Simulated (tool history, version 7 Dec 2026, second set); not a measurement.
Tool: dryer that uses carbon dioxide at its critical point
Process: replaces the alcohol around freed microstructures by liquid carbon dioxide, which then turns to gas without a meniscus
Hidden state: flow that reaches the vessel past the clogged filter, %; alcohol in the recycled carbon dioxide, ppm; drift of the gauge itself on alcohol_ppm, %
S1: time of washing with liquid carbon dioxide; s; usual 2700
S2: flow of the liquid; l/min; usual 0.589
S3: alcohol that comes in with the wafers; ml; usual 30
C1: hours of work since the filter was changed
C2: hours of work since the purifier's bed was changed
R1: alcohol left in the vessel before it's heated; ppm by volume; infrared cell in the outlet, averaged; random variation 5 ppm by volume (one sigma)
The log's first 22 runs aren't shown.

run,hour,S1,S2,S3,C1,C2,R1
23,493.7,3540,0.436,31,426,713,147
# hour 508.0: inlet filter changed
24,517.6,3540,0.436,31,7,730,121
25,547.7,2700,0.625,30,30,752,114
26,565.5,2760,0.955,53,43,766,93
27,588.3,2040,0.589,37,60,783,244
28,603.9,2040,0.589,37,72,794,247
29,623.1,2040,0.589,37,86,809,266
30,652.8,2040,0.947,48,108,831,112
31,673.1,1740,0.947,68,123,846,174
32,697.6,1740,0.947,68,142,864,189
33,725.9,2640,0.804,68,163,885,115
34,749.2,2640,0.448,23,180,903,213

Run 35 comes next. What will it give?
35,767.3,2280,0.485,90,194,916,?

R1: 692 ppm by volume
Without the tool's hidden state the same run would have given R1 493 ppm by volume.

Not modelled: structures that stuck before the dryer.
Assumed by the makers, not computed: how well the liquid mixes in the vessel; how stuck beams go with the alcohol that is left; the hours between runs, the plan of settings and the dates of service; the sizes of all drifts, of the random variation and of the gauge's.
